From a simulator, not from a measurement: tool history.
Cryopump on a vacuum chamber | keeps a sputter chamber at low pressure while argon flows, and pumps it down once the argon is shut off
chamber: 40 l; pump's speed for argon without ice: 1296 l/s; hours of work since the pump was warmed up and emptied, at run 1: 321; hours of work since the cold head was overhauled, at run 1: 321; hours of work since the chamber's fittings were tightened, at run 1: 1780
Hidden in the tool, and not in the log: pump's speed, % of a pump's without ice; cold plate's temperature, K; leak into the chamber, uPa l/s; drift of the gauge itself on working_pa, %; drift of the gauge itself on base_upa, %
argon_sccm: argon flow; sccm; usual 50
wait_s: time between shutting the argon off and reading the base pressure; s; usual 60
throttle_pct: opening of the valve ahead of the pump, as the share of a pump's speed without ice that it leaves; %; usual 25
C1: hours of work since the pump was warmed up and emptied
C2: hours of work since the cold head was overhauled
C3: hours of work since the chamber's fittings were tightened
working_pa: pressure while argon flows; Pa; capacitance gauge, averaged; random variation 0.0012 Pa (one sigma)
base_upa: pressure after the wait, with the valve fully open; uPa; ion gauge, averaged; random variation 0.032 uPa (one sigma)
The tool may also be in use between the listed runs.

{"run": 1, "hour": 0.0, "argon_sccm": 50, "wait_s": 60, "throttle_pct": 25, "C1": 321, "C2": 321, "C3": 1780, "working_pa": 0.2669, "base_upa": 3.22}
{"run": 2, "hour": 17.0, "argon_sccm": 40, "wait_s": 60, "throttle_pct": 25, "C1": 336, "C2": 336, "C3": 1795, "working_pa": 0.2144, "base_upa": 3.19}
{"run": 3, "hour": 33.3, "argon_sccm": 43, "wait_s": 60, "throttle_pct": 25, "C1": 350, "C2": 350, "C3": 1809, "working_pa": 0.2314, "base_upa": 3.1}
{"run": 4, "hour": 42.0, "argon_sccm": 43, "wait_s": 60, "throttle_pct": 25, "C1": 358, "C2": 358, "C3": 1817, "working_pa": 0.232, "base_upa": 3.13}
{"run": 5, "hour": 56.4, "argon_sccm": 43, "wait_s": 60, "throttle_pct": 25, "C1": 370, "C2": 370, "C3": 1829, "working_pa": 0.2318, "base_upa": 3.28}
{"run": 6, "hour": 65.1, "argon_sccm": 50, "wait_s": 60, "throttle_pct": 25, "C1": 378, "C2": 378, "C3": 1837, "working_pa": 0.2691, "base_upa": 3.12}
{"run": 7, "hour": 76.7, "argon_sccm": 50, "wait_s": 60, "throttle_pct": 25, "C1": 388, "C2": 388, "C3": 1847, "working_pa": 0.2713, "base_upa": 3.24}
{"run": 8, "hour": 87.2, "argon_sccm": 48, "wait_s": 60, "throttle_pct": 25, "C1": 397, "C2": 397, "C3": 1856, "working_pa": 0.2588, "base_upa": 3.24}
{"run": 9, "hour": 104.2, "argon_sccm": 48, "wait_s": 60, "throttle_pct": 25, "C1": 412, "C2": 412, "C3": 1871, "working_pa": 0.2584, "base_upa": 3.19}
{"run": 10, "hour": 122.9, "argon_sccm": 48, "wait_s": 60, "throttle_pct": 25, "C1": 428, "C2": 428, "C3": 1887, "working_pa": 0.26, "base_upa": 3.31}
{"run": 11, "hour": 133.3, "argon_sccm": 64, "wait_s": 51, "throttle_pct": 25, "C1": 437, "C2": 437, "C3": 1896, "working_pa": 0.3488, "base_upa": 3.66}
{"run": 12, "hour": 150.7, "argon_sccm": 64, "wait_s": 51, "throttle_pct": 25, "C1": 453, "C2": 453, "C3": 1912, "working_pa": 0.3466, "base_upa": 3.57}
{"run": 13, "hour": 168.9, "argon_sccm": 63, "wait_s": 258, "throttle_pct": 34, "C1": 468, "C2": 468, "C3": 1928, "working_pa": 0.2562, "base_upa": 2.27}

Forecast each of these 5 alternatives for the next run:
{"run": "A", "hour": 185.2, "argon_sccm": 68, "wait_s": 185, "throttle_pct": 34, "C1": 483, "C2": 483, "C3": 1942, "working_pa": "?", "base_upa": "?"}
{"run": "B", "hour": 185.2, "argon_sccm": 46, "wait_s": 23, "throttle_pct": 45, "C1": 483, "C2": 483, "C3": 1942, "working_pa": "?", "base_upa": "?"}
{"run": "C", "hour": 185.2, "argon_sccm": 51, "wait_s": 60, "throttle_pct": 48, "C1": 483, "C2": 483, "C3": 1942, "working_pa": "?", "base_upa": "?"}
{"run": "D", "hour": 185.2, "argon_sccm": 26, "wait_s": 258, "throttle_pct": 34, "C1": 483, "C2": 483, "C3": 1942, "working_pa": "?", "base_upa": "?"}
{"run": "E", "hour": 185.2, "argon_sccm": 54, "wait_s": 217, "throttle_pct": 20, "C1": 483, "C2": 483, "C3": 1942, "working_pa": "?", "base_upa": "?"}

run=A working_pa=0.2765 base_upa=2.31
run=B working_pa=0.1440 base_upa=5.72
run=C working_pa=0.1500 base_upa=3.40
run=D working_pa=0.1053 base_upa=2.26
run=E working_pa=0.3634 base_upa=2.36
Without the tool's hidden state the same runs would have given:
run=A working_pa=0.2612 base_upa=0.66
run=B working_pa=0.1336 base_upa=4.01
run=C working_pa=0.1385 base_upa=1.68
run=D working_pa=0.0994 base_upa=0.58
run=E working_pa=0.3512 base_upa=0.62

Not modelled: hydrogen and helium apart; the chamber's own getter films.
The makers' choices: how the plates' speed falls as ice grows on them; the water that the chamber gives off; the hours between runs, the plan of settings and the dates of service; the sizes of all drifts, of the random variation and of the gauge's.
